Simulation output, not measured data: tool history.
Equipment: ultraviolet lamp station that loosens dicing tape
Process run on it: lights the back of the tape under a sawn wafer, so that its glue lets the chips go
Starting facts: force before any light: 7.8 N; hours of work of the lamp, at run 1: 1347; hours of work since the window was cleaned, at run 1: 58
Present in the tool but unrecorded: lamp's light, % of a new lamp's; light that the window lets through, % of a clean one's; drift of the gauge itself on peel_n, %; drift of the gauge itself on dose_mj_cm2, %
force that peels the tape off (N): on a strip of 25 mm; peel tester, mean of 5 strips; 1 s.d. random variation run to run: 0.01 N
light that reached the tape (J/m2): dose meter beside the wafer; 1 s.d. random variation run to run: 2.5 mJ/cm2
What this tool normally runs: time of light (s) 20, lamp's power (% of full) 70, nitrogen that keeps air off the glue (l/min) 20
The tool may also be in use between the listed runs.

run	day	time of light (s)	lamp's power (% of full)	nitrogen that keeps air off the glue (l/min)	hours of work of the lamp	hours of work since the window was cleaned	force that peels the tape off (N)	light that reached the tape (J/m2)
1	0.000	20	70	20	1347	58	1.210	1940
2	1.600	28	70	20	1378	88	0.590	2630
3	2.679	20	70	20	1398	108	1.322	1830
4	3.946	20	70	20	1422	132	1.316	1820
5	5.362	20	70	20	1448	158	1.444	1780
6	6.121	20	70	26	1463	173	1.324	1730
7	6.975	20	70	26	1479	189	1.376	1740
8	7.979	20	70	20	1498	208	1.580	1690
# day 8.342: window cleaned of glue's vapour
9	9.425	20	70	27	1524	20	1.142	1880
10	11.096	20	70	27	1556	52	1.182	1800
11	12.062	20	70	27	1574	70	1.232	1790
12	13.192	20	70	27	1595	91	1.331	1750
13	14.696	20	70	27	1623	119	1.365	1680
14	15.625	20	70	27	1641	137	1.345	1700
15	17.146	20	70	11	1669	166	2.051	1580
# day 17.712: lamp changed
16	18.058	20	70	11	6	182	0.908	2690
17	18.983	20	70	11	24	199	0.942	2580
# day 19.804: window cleaned of glue's vapour
18	20.338	20	70	15	49	10	0.579	2950
19	21.900	20	70	15	78	39	0.609	2860
20	23.575	20	70	13	110	71	0.717	2780
21	24.988	12	64	10	136	97	2.375	1500
22	26.658	12	64	10	168	129	2.456	1440
23	28.275	11	94	40	198	159	0.938	1900
24	29.042	11	94	40	213	174	1.036	1840
25	29.975	10	97	6	230	191	2.299	1760
# day 31.179: window cleaned of glue's vapour
26	31.188	10	97	6	252	0	2.084	1950
27	32.675	10	97	6	280	28	2.067	1890
28	33.471	10	97	6	295	43	2.062	1860
29	35.258	12	70	9	329	77	2.402	1590
30	36.988	17	70	18	362	109	1.047	2150
31	38.500	23	69	12	390	138	0.783	2750
32	39.450	23	70	11	408	156	0.798	2780
33	41.033	23	70	11	438	185	0.893	2670
# day 42.625: window cleaned of glue's vapour
34	42.625	23	70	11	467	0	0.670	3050
35	43.712	23	70	11	488	20	0.698	2990
36	45.517	20	70	6	522	54	1.354	2540
37	47.338	30	68	12	556	89	0.426	3560
38	48.767	30	68	12	583	115	0.468	3440
39	50.421	30	68	23	614	147	0.321	3390
40	51.262	30	68	23	630	162	0.338	3310

Hidden state or all else? Some run-to-run changes of force that peels the tape off (N), split into what the settings, what came in and random variation would give without the hidden state, and what is left for the hidden state (with any gauge scatter that isn't in both results):
Run 2 -> 3: time of light (s) 28 -> 20. force that peels the tape off (N) +0.732: hidden state +0.443, all else +0.289.
Run 14 -> 15: nitrogen that keeps air off the glue (l/min) 27 -> 11. force that peels the tape off (N) +0.706: hidden state +0.416, all else +0.290.
Run 15 -> 16: lamp changed. force that peels the tape off (N) -1.143: hidden state -1.155, all else +0.012.
Run 20 -> 21: time of light (s) 20 -> 12, lamp's power (% of full) 70 -> 64, nitrogen that keeps air off the glue (l/min) 13 -> 10. force that peels the tape off (N) +1.658: hidden state +0.183, all else +1.475.
Run 22 -> 23: time of light (s) 12 -> 11, lamp's power (% of full) 64 -> 94, nitrogen that keeps air off the glue (l/min) 10 -> 40. force that peels the tape off (N) -1.518: hidden state -0.111, all else -1.407.
Run 29 -> 30: time of light (s) 12 -> 17, nitrogen that keeps air off the glue (l/min) 9 -> 18. force that peels the tape off (N) -1.355: hidden state -0.093, all else -1.262.

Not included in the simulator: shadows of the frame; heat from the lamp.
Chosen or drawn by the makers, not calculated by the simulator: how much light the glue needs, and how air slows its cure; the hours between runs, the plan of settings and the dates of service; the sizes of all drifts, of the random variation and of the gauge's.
